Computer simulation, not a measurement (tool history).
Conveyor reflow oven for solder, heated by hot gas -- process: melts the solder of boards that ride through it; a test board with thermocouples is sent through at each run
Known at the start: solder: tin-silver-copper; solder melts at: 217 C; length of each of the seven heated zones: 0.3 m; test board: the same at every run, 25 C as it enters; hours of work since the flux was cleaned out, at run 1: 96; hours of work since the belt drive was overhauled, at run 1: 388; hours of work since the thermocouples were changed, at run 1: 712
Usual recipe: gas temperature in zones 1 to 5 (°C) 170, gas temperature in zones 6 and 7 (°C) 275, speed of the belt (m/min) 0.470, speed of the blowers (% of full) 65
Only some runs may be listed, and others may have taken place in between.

| run | hour | gas temperature in zones 1 to 5 (°C) | gas temperature in zones 6 and 7 (°C) | speed of the belt (m/min) | speed of the blowers (% of full) | hours of work since the flux was cleaned out | hours of work since the belt drive was overhauled | hours of work since the thermocouples were changed | highest temperature of the board (°C) | time above the solder's melting point (s) |
|---|---|---|---|---|---|---|---|---|---|---|
| 1 | 0.0 | 170 | 275 | 0.470 | 65 | 96 | 388 | 712 | 258.1 | 59.6 |
| 2 | 12.5 | 170 | 275 | 0.470 | 65 | 104 | 396 | 720 | 258.0 | 59.3 |
| 3 | 28.3 | 170 | 275 | 0.470 | 65 | 114 | 406 | 730 | 257.7 | 59.9 |
| 4 | 43.4 | 170 | 275 | 0.470 | 65 | 124 | 416 | 740 | 257.6 | 59.3 |
| 5 | 52.2 | 170 | 275 | 0.555 | 65 | 129 | 421 | 745 | 251.7 | 45.6 |
| 6 | 63.3 | 170 | 275 | 0.555 | 65 | 136 | 428 | 752 | 251.4 | 45.5 |
| 7 | 79.8 | 170 | 275 | 0.470 | 65 | 147 | 439 | 763 | 258.4 | 59.6 |
|  | 86.0 | flux residue cleaned out of gas plates and filters |
| 8 | 99.9 | 169 | 284 | 0.391 | 65 | 9 | 449 | 772 | 271.9 | 80.6 |
| 9 | 111.0 | 170 | 275 | 0.387 | 65 | 16 | 456 | 779 | 263.6 | 78.1 |
| 10 | 119.3 | 180 | 282 | 0.470 | 65 | 21 | 461 | 785 | 265.3 | 67.5 |
| 11 | 131.8 | 172 | 267 | 0.486 | 65 | 29 | 469 | 793 | 249.7 | 52.6 |
| 12 | 140.5 | 172 | 267 | 0.486 | 65 | 35 | 474 | 798 | 250.0 | 52.3 |
| 13 | 150.7 | 170 | 278 | 0.470 | 73 | 41 | 481 | 805 | 262.0 | 62.3 |
| 14 | 166.5 | 170 | 278 | 0.470 | 73 | 51 | 491 | 815 | 261.5 | 61.8 |

Forecast each of these 4 alternatives for the next run:
|  | 179.0 | flux residue cleaned out of gas plates and filters, once more |
| A | 183.7 | 170 | 275 | 0.467 | 75 | 3 | 499 | 822 | ? | ? |
|  | 179.0 | flux residue cleaned out of gas plates and filters, once more |
| B | 183.7 | 170 | 278 | 0.503 | 73 | 3 | 499 | 822 | ? | ? |
|  | 179.0 | flux residue cleaned out of gas plates and filters, once more |
| C | 183.7 | 170 | 270 | 0.542 | 69 | 3 | 499 | 822 | ? | ? |
|  | 179.0 | flux residue cleaned out of gas plates and filters, once more |
| D | 183.7 | 170 | 287 | 0.470 | 73 | 3 | 499 | 822 | ? | ? |

| run | highest temperature of the board (°C) | time above the solder's melting point (s) |
|---|---|---|
| A | 261.3 | 62.7 |
| B | 261.1 | 57.5 |
| C | 250.4 | 46.5 |
| D | 271.4 | 67.3 |
The same runs, with their run-to-run variation unchanged, on a tool lacking any hidden condition would have given:
| run | highest temperature of the board (°C) | time above the solder's melting point (s) |
|---|---|---|
| A | 259.6 | 61.3 |
| B | 259.4 | 56.2 |
| C | 248.8 | 45.1 |
| D | 269.7 | 66.1 |

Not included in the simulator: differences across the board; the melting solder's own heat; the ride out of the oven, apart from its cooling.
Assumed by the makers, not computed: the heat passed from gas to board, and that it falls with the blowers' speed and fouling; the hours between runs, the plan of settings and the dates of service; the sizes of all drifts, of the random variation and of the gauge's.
